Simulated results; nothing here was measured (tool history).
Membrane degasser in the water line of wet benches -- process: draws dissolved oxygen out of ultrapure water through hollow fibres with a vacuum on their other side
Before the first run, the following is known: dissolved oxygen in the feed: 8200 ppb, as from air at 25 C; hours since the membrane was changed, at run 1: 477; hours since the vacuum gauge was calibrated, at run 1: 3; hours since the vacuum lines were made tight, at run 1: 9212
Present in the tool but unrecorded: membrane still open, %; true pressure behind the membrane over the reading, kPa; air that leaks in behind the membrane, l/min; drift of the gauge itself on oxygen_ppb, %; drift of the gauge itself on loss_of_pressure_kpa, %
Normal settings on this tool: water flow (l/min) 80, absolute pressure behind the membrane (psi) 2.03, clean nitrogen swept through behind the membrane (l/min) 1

run	hour	water flow (l/min)	absolute pressure behind the membrane (psi)	clean nitrogen swept through behind the membrane (l/min)	hours since the membrane was changed	hours since the vacuum gauge was calibrated	hours since the vacuum lines were made tight	dissolved oxygen in the water behind the degasser (ppb)	pressure that the water loses in the fibres (psi)
1	0	80	2.03	1	477	3	9212	1286.2	10.054
2	62.4	80	2.81	1	539	66	9275	1821.4	10.129
3	129.5	80	2.81	1.37	607	133	9342	1499.5	10.095
4	198.3	80	2.81	1.37	675	201	9411	1497.2	10.051
5	269.1	80	2.81	1.37	746	272	9482	1497.8	10.077
6	331.3	80	2.81	1.37	808	334	9544	1497.5	10.148
7	398	80	2.81	1.37	875	401	9610	1498.3	10.105
8	442.7	80	2.81	1.37	920	446	9655	1499.2	10.086
9	479.7	80	2.81	1.37	957	483	9692	1498	10.111
10	549.7	80	2.03	0.6	1027	553	9762	1713.3	10.079
11	617.9	80	2.03	0.6	1095	621	9830	1714.3	10.179
12	696.2	80	1.67	1	1173	699	9909	1016.9	10.128
13	733.8	80	1.67	1	1211	737	9946	1017.8	10.122
14	776.9	80	1.67	1.45	1254	780	9989	798.4	10.142
15	861.5	80	1.67	1.45	1339	865	10074	798.9	10.156
16	920.4	80	1.67	0.81	1397	924	10133	1154.9	10.109
17	1004	80	1.67	0.81	1481	1007	10216	1153.6	10.099
18	1088	80	1.67	0.81	1565	1091	10300	1155.3	10.118
19	1151.6	92	3.44	2	1629	1155	10364	1566.1	11.651
20	1225.8	119	3.38	2.22	1703	1229	10438	1716.3	15.02
21	1270.6	53	5.05	2.23	1748	1274	10483	1400.8	6.678
# hour 1275.7: vacuum gauge calibrated
22	1328	102	1.8	0.97	1805	52	10540	1322.8	12.921
23	1364.1	80	2.03	1.8	1841	88	10576	870.8	10.196
24	1428.5	80	2.81	1.47	1905	153	10640	1430.6	10.138
# hour 1460.1: vacuum gauge calibrated, once more
25	1477	102	2.03	1.12	1953	17	10688	1401.4	12.934
26	1523.7	102	2.03	1.12	2000	64	10735	1401.6	12.907
27	1564.9	86	1.57	1.71	2041	105	10776	693.5	10.949
28	1609.6	86	1.57	1.71	2086	150	10821	693.9	10.84
29	1693.2	54	2.06	1.01	2169	233	10905	1001.3	6.866
30	1765	78	2.03	1.81	2241	305	10976	852.1	9.944
31	1843.2	51	3.31	0.64	2319	383	11055	2112.3	6.485
32	1908.4	68	2.05	1	2384	448	11120	1169.6	8.631

What if the next run were any one of these 3? Each begins from the tool's condition after run 32:
A	1972.9	52	2.03	1	2449	513	11184	?	?
B	1972.9	122	2.03	1	2449	513	11184	?	?
C	1972.9	97	3.29	0.51	2449	513	11184	?	?

run	dissolved oxygen in the water behind the degasser (ppb)	pressure that the water loses in the fibres (psi)
A	967.3	6.58
B	1659.7	15.461
C	3244.4	12.305
Take away the tool's hidden state, keep each run's random variation, and the runs would have read:
run	dissolved oxygen in the water behind the degasser (ppb)	pressure that the water loses in the fibres (psi)
A	966.8	6.535
B	1662.8	15.354
C	3261.9	12.218
